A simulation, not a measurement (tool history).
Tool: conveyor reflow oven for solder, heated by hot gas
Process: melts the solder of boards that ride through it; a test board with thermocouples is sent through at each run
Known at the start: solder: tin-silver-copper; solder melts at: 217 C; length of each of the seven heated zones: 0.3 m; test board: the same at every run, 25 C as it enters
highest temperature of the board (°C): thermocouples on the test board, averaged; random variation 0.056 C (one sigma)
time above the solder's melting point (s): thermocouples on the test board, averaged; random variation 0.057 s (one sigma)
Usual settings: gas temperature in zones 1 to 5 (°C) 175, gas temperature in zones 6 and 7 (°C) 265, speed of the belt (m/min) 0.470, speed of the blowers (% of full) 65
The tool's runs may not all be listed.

run,hour,gas temperature in zones 1 to 5 (°C),gas temperature in zones 6 and 7 (°C),speed of the belt (m/min),speed of the blowers (% of full),highest temperature of the board (°C),time above the solder's melting point (s)
1,0.0,175,265,0.470,65,250.18,56.37
2,16.1,175,265,0.470,65,250.26,56.48
3,36.2,175,265,0.470,63,249.72,55.78
4,55.9,175,265,0.470,65,250.27,56.46
5,67.3,175,265,0.470,87,254.34,60.42
6,85.1,175,265,0.470,87,254.38,60.34
7,108.9,175,265,0.542,87,250.53,49.24
8,119.8,175,265,0.470,65,250.26,56.30
9,140.0,175,265,0.470,65,250.17,56.32
10,155.2,175,265,0.470,65,250.23,56.38
11,178.3,175,258,0.470,65,244.15,51.56
12,195.2,175,258,0.470,65,244.05,51.48
13,210.1,175,258,0.470,65,244.13,51.43
14,226.3,175,258,0.470,65,244.13,51.43
15,240.5,175,258,0.470,65,244.08,51.46
16,262.2,184,268,0.508,61,251.07,55.09
17,283.6,184,268,0.508,61,250.97,55.06
18,294.6,175,265,0.524,90,252.03,52.12
19,305.7,175,265,0.524,90,251.96,52.17
20,329.1,175,265,0.428,65,252.88,64.87
21,352.7,175,265,0.428,65,252.92,64.78
22,367.4,170,272,0.504,59,251.32,50.60
23,389.1,167,263,0.414,63,250.42,62.28
24,412.6,167,263,0.414,63,250.48,62.28
25,434.1,167,263,0.414,72,252.27,64.47
26,451.7,175,265,0.434,65,252.45,63.57
27,464.3,175,265,0.434,65,252.44,63.63
28,482.7,180,271,0.426,88,262.69,74.01
29,495.2,160,263,0.505,86,248.37,47.19
30,514.6,169,270,0.399,65,258.36,71.83

Taken out of this log: 1 entry between the listed runs. Where each belongs, and how the hidden state differs across it:
Between runs 20 and 21: flux residue cleaned out of gas plates and filters (hour 341.8)
  heat that the gas passes to the board, % of a clean oven's: 99.7 -> 100
